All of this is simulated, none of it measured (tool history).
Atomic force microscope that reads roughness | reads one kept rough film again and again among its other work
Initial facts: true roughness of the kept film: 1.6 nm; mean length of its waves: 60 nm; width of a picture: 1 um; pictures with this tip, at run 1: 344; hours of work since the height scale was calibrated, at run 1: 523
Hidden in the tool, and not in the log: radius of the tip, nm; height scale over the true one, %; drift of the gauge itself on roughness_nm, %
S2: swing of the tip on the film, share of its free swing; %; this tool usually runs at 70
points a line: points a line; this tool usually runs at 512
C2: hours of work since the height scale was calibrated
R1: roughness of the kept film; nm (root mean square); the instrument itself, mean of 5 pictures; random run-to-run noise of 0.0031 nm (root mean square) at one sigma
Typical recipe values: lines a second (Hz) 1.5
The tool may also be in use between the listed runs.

run 1 hour=0 | lines_a_second_(Hz)=1.5 S2=70 points_a_line=512 | pictures_with_this_tip=344 C2=523 | R1=1.45
-- hour=4.4 new tip fitted
run 2 hour=28.1 | lines_a_second_(Hz)=1.5 S2=67 points_a_line=512 | pictures_with_this_tip=52 C2=541 | R1=1.484
run 3 hour=46 | lines_a_second_(Hz)=1.5 S2=67 points_a_line=512 | pictures_with_this_tip=91 C2=553 | R1=1.485
run 4 hour=71.8 | lines_a_second_(Hz)=1.5 S2=67 points_a_line=512 | pictures_with_this_tip=148 C2=570 | R1=1.48
run 5 hour=111.9 | lines_a_second_(Hz)=1.5 S2=81 points_a_line=512 | pictures_with_this_tip=236 C2=596 | R1=1.382
run 6 hour=140.7 | lines_a_second_(Hz)=1.02 S2=81 points_a_line=512 | pictures_with_this_tip=299 C2=615 | R1=1.433
-- hour=164.7 new tip fitted
run 7 hour=167 | lines_a_second_(Hz)=1.02 S2=81 points_a_line=512 | pictures_with_this_tip=5 C2=632 | R1=1.453
run 8 hour=209.4 | lines_a_second_(Hz)=1.02 S2=81 points_a_line=512 | pictures_with_this_tip=98 C2=660 | R1=1.445
run 9 hour=247.8 | lines_a_second_(Hz)=1.5 S2=71 points_a_line=512 | pictures_with_this_tip=182 C2=685 | R1=1.455
run 10 hour=267.1 | lines_a_second_(Hz)=1.5 S2=70 points_a_line=512 | pictures_with_this_tip=224 C2=698 | R1=1.458
run 11 hour=298 | lines_a_second_(Hz)=1.5 S2=70 points_a_line=512 | pictures_with_this_tip=292 C2=718 | R1=1.451
-- hour=326.5 new tip fitted
run 12 hour=327.3 | lines_a_second_(Hz)=1.5 S2=70 points_a_line=512 | pictures_with_this_tip=2 C2=737 | R1=1.472
run 13 hour=360 | lines_a_second_(Hz)=1.5 S2=70 points_a_line=512 | pictures_with_this_tip=74 C2=759 | R1=1.467
run 14 hour=379.9 | lines_a_second_(Hz)=1.5 S2=70 points_a_line=512 | pictures_with_this_tip=117 C2=772 | R1=1.466
run 15 hour=401.7 | lines_a_second_(Hz)=1.5 S2=70 points_a_line=512 | pictures_with_this_tip=165 C2=786 | R1=1.463
run 16 hour=427.8 | lines_a_second_(Hz)=1.5 S2=76 points_a_line=512 | pictures_with_this_tip=222 C2=803 | R1=1.422
run 17 hour=468.3 | lines_a_second_(Hz)=1.5 S2=70 points_a_line=512 | pictures_with_this_tip=311 C2=830 | R1=1.453
-- hour=486.1 new tip fitted
run 18 hour=504.4 | lines_a_second_(Hz)=1.5 S2=70 points_a_line=512 | pictures_with_this_tip=40 C2=853 | R1=1.478
run 19 hour=535.1 | lines_a_second_(Hz)=1.5 S2=70 points_a_line=512 | pictures_with_this_tip=108 C2=873 | R1=1.471
run 20 hour=559.7 | lines_a_second_(Hz)=3.51 S2=70 points_a_line=512 | pictures_with_this_tip=162 C2=889 | R1=1.349
run 21 hour=580.4 | lines_a_second_(Hz)=3.51 S2=70 points_a_line=512 | pictures_with_this_tip=207 C2=903 | R1=1.344
run 22 hour=619.3 | lines_a_second_(Hz)=0.66 S2=70 points_a_line=512 | pictures_with_this_tip=293 C2=929 | R1=1.507
-- hour=648.7 new tip fitted
run 23 hour=649.4 | lines_a_second_(Hz)=1.5 S2=74 points_a_line=512 | pictures_with_this_tip=2 C2=948 | R1=1.457
run 24 hour=684.1 | lines_a_second_(Hz)=1.5 S2=74 points_a_line=512 | pictures_with_this_tip=78 C2=971 | R1=1.449
run 25 hour=707.6 | lines_a_second_(Hz)=1.5 S2=70 points_a_line=933 | pictures_with_this_tip=130 C2=986 | R1=1.471
run 26 hour=725.4 | lines_a_second_(Hz)=1.5 S2=70 points_a_line=512 | pictures_with_this_tip=169 C2=998 | R1=1.467
run 27 hour=764.3 | lines_a_second_(Hz)=0.72 S2=77 points_a_line=788 | pictures_with_this_tip=254 C2=1024 | R1=1.493
run 28 hour=785.1 | lines_a_second_(Hz)=0.72 S2=77 points_a_line=788 | pictures_with_this_tip=300 C2=1037 | R1=1.491
-- hour=810 new tip fitted
run 29 hour=821.1 | lines_a_second_(Hz)=0.72 S2=77 points_a_line=788 | pictures_with_this_tip=24 C2=1061 | R1=1.511
run 30 hour=845.3 | lines_a_second_(Hz)=1.14 S2=70 points_a_line=512 | pictures_with_this_tip=77 C2=1077 | R1=1.5
run 31 hour=881.6 | lines_a_second_(Hz)=1.14 S2=70 points_a_line=512 | pictures_with_this_tip=157 C2=1100 | R1=1.494
run 32 hour=908.8 | lines_a_second_(Hz)=1.14 S2=70 points_a_line=512 | pictures_with_this_tip=216 C2=1118 | R1=1.487
run 33 hour=937.7 | lines_a_second_(Hz)=3.7 S2=80 points_a_line=485 | pictures_with_this_tip=280 C2=1137 | R1=1.211
-- hour=969.7 new tip fitted
run 34 hour=978.2 | lines_a_second_(Hz)=0.52 S2=64 points_a_line=750 | pictures_with_this_tip=19 C2=1164 | R1=1.559
run 35 hour=1014 | lines_a_second_(Hz)=2.36 S2=64 points_a_line=750 | pictures_with_this_tip=97 C2=1187 | R1=1.471
run 36 hour=1046.7 | lines_a_second_(Hz)=2.36 S2=64 points_a_line=750 | pictures_with_this_tip=169 C2=1209 | R1=1.459
run 37 hour=1087.2 | lines_a_second_(Hz)=2.36 S2=64 points_a_line=259 | pictures_with_this_tip=258 C2=1235 | R1=1.455
run 38 hour=1116.1 | lines_a_second_(Hz)=0.56 S2=67 points_a_line=454 | pictures_with_this_tip=322 C2=1254 | R1=1.527
-- hour=1129.4 new tip fitted
run 39 hour=1155.7 | lines_a_second_(Hz)=1.5 S2=86 points_a_line=512 | pictures_with_this_tip=57 C2=1280 | R1=1.367
run 40 hour=1180.4 | lines_a_second_(Hz)=1.5 S2=86 points_a_line=403 | pictures_with_this_tip=112 C2=1296 | R1=1.358
run 41 hour=1202 | lines_a_second_(Hz)=1.5 S2=86 points_a_line=403 | pictures_with_this_tip=159 C2=1310 | R1=1.358
run 42 hour=1223.8 | lines_a_second_(Hz)=2.72 S2=56 points_a_line=707 | pictures_with_this_tip=207 C2=1325 | R1=1.496
run 43 hour=1245.5 | lines_a_second_(Hz)=2.72 S2=81 points_a_line=966 | pictures_with_this_tip=255 C2=1339 | R1=1.281
run 44 hour=1272.3 | lines_a_second_(Hz)=1.6 S2=86 points_a_line=854 | pictures_with_this_tip=314 C2=1357 | R1=1.338
-- hour=1290.8 new tip fitted
run 45 hour=1313.6 | lines_a_second_(Hz)=1.87 S2=86 points_a_line=741 | pictures_with_this_tip=50 C2=1384 | R1=1.331
run 46 hour=1346.6 | lines_a_second_(Hz)=1.05 S2=84 points_a_line=836 | pictures_with_this_tip=123 C2=1405 | R1=1.438
run 47 hour=1378.9 | lines_a_second_(Hz)=0.51 S2=59 points_a_line=621 | pictures_with_this_tip=194 C2=1427 | R1=1.557
run 48 hour=1421.5 | lines_a_second_(Hz)=1.89 S2=85 points_a_line=429 | pictures_with_this_tip=287 C2=1455 | R1=1.314
-- hour=1451.2 new tip fitted
run 49 hour=1464.2 | lines_a_second_(Hz)=0.7 S2=69 points_a_line=429 | pictures_with_this_tip=29 C2=1482 | R1=1.542
run 50 hour=1506.3 | lines_a_second_(Hz)=0.7 S2=58 points_a_line=1003 | pictures_with_this_tip=121 C2=1510 | R1=1.562
run 51 hour=1541.6 | lines_a_second_(Hz)=0.7 S2=58 points_a_line=1003 | pictures_with_this_tip=199 C2=1533 | R1=1.558

Pick out some run-to-run changes in R1. Of each, how much would a tool without hidden state show as well, from the settings, what came in and chance, and how much is left for the hidden state and any gauge scatter not in both results compared?
Run 6 -> 7: new tip fitted. R1 +0.02 nm (root mean square): hidden state +0.026, all else -0.006.
Run 17 -> 18: new tip fitted. R1 +0.025 nm (root mean square): hidden state +0.023, all else +0.002.
Run 22 -> 23: lines a second (Hz) 0.66 -> 1.5, S2 70 -> 74, new tip fitted. R1 -0.05 nm (root mean square): hidden state +0.024, all else -0.074.
Run 32 -> 33: lines a second (Hz) 1.14 -> 3.7, S2 70 -> 80, points a line 512 -> 485. R1 -0.276 nm (root mean square): hidden state -0.003, all else -0.273.
Run 33 -> 34: lines a second (Hz) 3.7 -> 0.52, S2 80 -> 64, points a line 485 -> 750, new tip fitted. R1 +0.348 nm (root mean square): hidden state +0.019, all else +0.329.
Run 47 -> 48: lines a second (Hz) 0.51 -> 1.89, S2 59 -> 85, points a line 621 -> 429. R1 -0.243 nm (root mean square): hidden state -0.008, all else -0.235.
